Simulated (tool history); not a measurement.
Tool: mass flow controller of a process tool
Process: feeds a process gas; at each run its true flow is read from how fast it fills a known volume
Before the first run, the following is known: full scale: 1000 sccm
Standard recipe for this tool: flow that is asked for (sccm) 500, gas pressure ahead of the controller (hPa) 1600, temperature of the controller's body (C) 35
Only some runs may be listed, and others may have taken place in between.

run,hour,flow that is asked for (sccm),gas pressure ahead of the controller (hPa),temperature of the controller's body (C),true flow (%)
1,0,500,1600,35,100.16
2,211.7,500,1600,35,100.25
3,369.4,500,1600,35,100.04
4,581.7,500,1600,35,100.11
5,688,195,1600,35,98.19
6,906.5,195,1600,35,98.08
7,1004.8,195,1600,35,98.17
8,1119.6,195,1600,35,97.91
9,1269.4,195,1600,35,98.02
10,1396.2,195,1600,35,97.91
11,1584.9,195,1600,35,97.8
12,1766.9,195,1600,35,97.75
13,1863,542,1600,35,100.24
14,2031.1,542,1600,35,100.12
15,2223.7,542,1600,35,100.14
16,2409.8,500,1600,32,99.74
17,2557.4,500,1600,32,99.71
18,2737,737,1600,35,100.76
19,2830.8,391,1600,35,99.48
20,3010.9,500,1600,35,99.91
21,3188.5,572,1600,35,100.05
22,3347.3,500,1600,35,99.85
23,3554.7,137,1600,35,95.29
24,3712.9,137,1600,35,95.07
25,3928.3,102,1800,21,91.85
26,4055.4,120,2170,33,93.68
27,4179.1,235,2310,22,96.61
28,4398,354,2310,22,97.9
29,4591.8,354,2310,22,97.75
30,4711.7,356,2040,35,98.75
31,4812.2,339,1500,35,98.74
32,5008,279,1600,32,97.74
33,5114.1,121,1470,36,93.36
34,5319.1,121,1470,36,93.18
35,5439,746,1470,24,99.9
36,5560.6,746,1470,24,99.97
# hour 5670.8: controller's zero set anew
37,5771.1,696,1570,29,101.51
38,5905.7,472,1730,28,101.08
39,6074.5,231,1750,35,101.09
40,6173.2,231,1750,35,101.12
41,6325.7,231,1750,35,101.2
42,6429.3,915,2320,31,101.62
43,6642.8,297,1600,20,100.29
44,6804.5,602,1600,20,100.89
45,6975.7,354,1900,35,101.24
46,7080.6,214,1900,34,100.78
47,7236.4,214,1900,34,100.74
48,7377.1,214,1900,34,100.68

Here are 3 independent what-if runs from the current tool condition. What would each one return?
A,7512.4,322,2020,27,?
B,7512.4,758,2680,28,?
C,7512.4,500,2630,35,?

run,true flow (%)
A,100.44
B,101.19
C,101.27
Take away the tool's hidden state, keep each run's random variation, and the runs would have read:
run,true flow (%)
A,99.45
B,99.8
C,100.03
